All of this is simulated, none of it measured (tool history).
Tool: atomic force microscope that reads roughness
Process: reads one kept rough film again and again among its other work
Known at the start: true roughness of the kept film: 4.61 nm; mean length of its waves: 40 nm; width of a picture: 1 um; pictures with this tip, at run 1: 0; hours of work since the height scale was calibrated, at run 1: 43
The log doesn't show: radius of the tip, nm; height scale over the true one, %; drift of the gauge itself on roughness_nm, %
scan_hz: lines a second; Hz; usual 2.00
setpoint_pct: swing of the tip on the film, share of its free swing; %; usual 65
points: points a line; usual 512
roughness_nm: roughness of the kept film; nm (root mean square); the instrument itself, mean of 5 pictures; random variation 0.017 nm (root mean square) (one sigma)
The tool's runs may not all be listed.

run,hour,scan_hz,setpoint_pct,points,pictures with this tip,hours of work since the height scale was calibrated,roughness_nm
1,0.0,2.00,65,512,0,43,3.949
2,10.2,2.00,65,512,14,48,3.878
3,21.5,2.00,65,512,30,55,3.771
4,29.6,2.00,65,512,42,59,3.703
5,39.2,2.00,65,512,55,64,3.607
6,47.9,2.00,65,512,68,69,3.517
7,54.4,2.00,65,512,77,72,3.491
8,62.9,2.00,65,512,89,77,3.420
9,69.2,2.00,65,512,98,80,3.354
10,77.6,2.00,65,512,109,85,3.286
11,86.0,2.00,65,512,121,90,3.249
12,91.8,2.00,65,512,130,93,3.191
13,102.5,2.00,65,512,145,99,3.119
14,107.8,2.00,74,512,152,102,3.033
15,117.5,0.74,65,512,166,107,3.096
16,128.7,0.74,65,512,182,113,2.993
# hour 133.0: new tip fitted
17,141.8,0.74,65,512,13,120,3.993
18,154.6,2.00,65,512,31,127,3.805
19,161.7,2.00,65,512,41,131,3.705
20,171.3,2.00,65,512,54,136,3.619
21,177.4,2.00,65,512,63,139,3.573
22,183.1,2.00,65,512,71,142,3.518
23,193.7,2.00,65,512,86,148,3.455
24,203.5,2.00,65,512,100,153,3.371
25,212.4,2.00,65,512,113,158,3.306
26,217.9,2.00,65,512,120,161,3.271
27,226.5,2.00,65,852,132,166,3.232
28,238.9,2.00,65,852,150,173,3.127
29,250.3,2.00,65,852,166,179,3.042
30,261.4,3.96,57,352,182,185,2.942
# hour 265.3: new tip fitted
31,271.0,3.15,69,352,8,190,3.767
# hour 272.8: height scale calibrated on a step standard
32,282.1,0.69,67,953,22,5,3.936
33,293.8,2.62,83,463,39,11,3.439
34,299.7,2.62,83,463,47,15,3.399
35,310.6,2.62,83,463,62,21,3.315
36,319.4,2.62,83,463,75,25,3.220
37,326.0,2.62,83,323,84,29,3.171
# hour 329.8: height scale calibrated on a step standard, once more
38,336.6,0.97,78,512,98,4,3.329
39,349.4,2.78,65,512,116,11,3.205

The next listed run, before its measurement:
40,361.8,2.78,65,512,133,17,?

roughness_nm: 3.128 nm (root mean square)
Without the tool's hidden state the same run would have given roughness_nm 3.964 nm (root mean square).

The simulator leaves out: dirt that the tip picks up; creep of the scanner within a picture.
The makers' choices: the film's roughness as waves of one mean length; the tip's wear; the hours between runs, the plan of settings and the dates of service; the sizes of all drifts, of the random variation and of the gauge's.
